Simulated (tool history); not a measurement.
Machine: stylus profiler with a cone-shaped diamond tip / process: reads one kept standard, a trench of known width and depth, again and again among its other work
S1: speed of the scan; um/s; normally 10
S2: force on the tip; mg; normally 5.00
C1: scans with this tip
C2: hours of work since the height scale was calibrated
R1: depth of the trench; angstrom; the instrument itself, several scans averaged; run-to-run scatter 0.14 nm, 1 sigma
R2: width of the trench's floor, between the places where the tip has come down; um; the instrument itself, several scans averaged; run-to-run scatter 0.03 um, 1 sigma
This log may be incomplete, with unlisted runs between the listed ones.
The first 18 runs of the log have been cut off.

run	hour	S1	S2	C1	C2	R1	R2
19	1321.2	2	3.18	7178	1152	5074.5	44.19
20	1380.8	7	8.67	7429	1192	5127.6	44.07
21	1445.5	4	12.11	7701	1236	5156.2	44.09
22	1505.3	4	12.11	7952	1276	5157.8	43.99
# hour 1514.4: height scale calibrated on a step standard
23	1598.7	4	12.11	8342	57	5174.0	43.96
24	1653.4	13	5.00	8572	94	5110.1	43.84
25	1714.4	13	5.00	8829	135	5111.9	43.82
# hour 1752.7: height scale calibrated on a step standard, once more
26	1800.7	13	12.98	9189	32	5146.7	43.74
27	1880.9	10	8.58	9527	86	5112.3	43.73
28	1956.5	7	4.25	9844	137	5071.9	43.64
29	2001.5	37	2.30	10033	168	5050.9	43.41
30	2065.7	10	10.24	10303	211	5125.7	43.60
31	2166.9	10	10.24	10728	279	5127.0	43.53
32	2254.7	10	10.24	11098	339	5130.7	43.48
33	2322.5	21	2.11	11382	384	5052.6	43.37
34	2415.2	3	13.09	11772	447	5152.2	43.39

Here are 5 independent what-if runs from the current tool condition. What would each one return?
A	2508.5	3	4.48	12164	510	?	?
B	2508.5	3	5.50	12164	510	?	?
C	2508.5	16	5.36	12164	510	?	?
D	2508.5	6	11.29	12164	510	?	?
E	2508.5	4	2.78	12164	510	?	?

run	R1	R2
A	5080.0	43.41
B	5089.4	43.35
C	5087.7	43.28
D	5144.5	43.32
E	5062.2	43.31
What these runs would have given with no unlogged condition in the tool:
run	R1	R2
A	5070.5	45.70
B	5079.9	45.63
C	5078.2	45.56
D	5134.8	45.61
E	5052.7	45.59
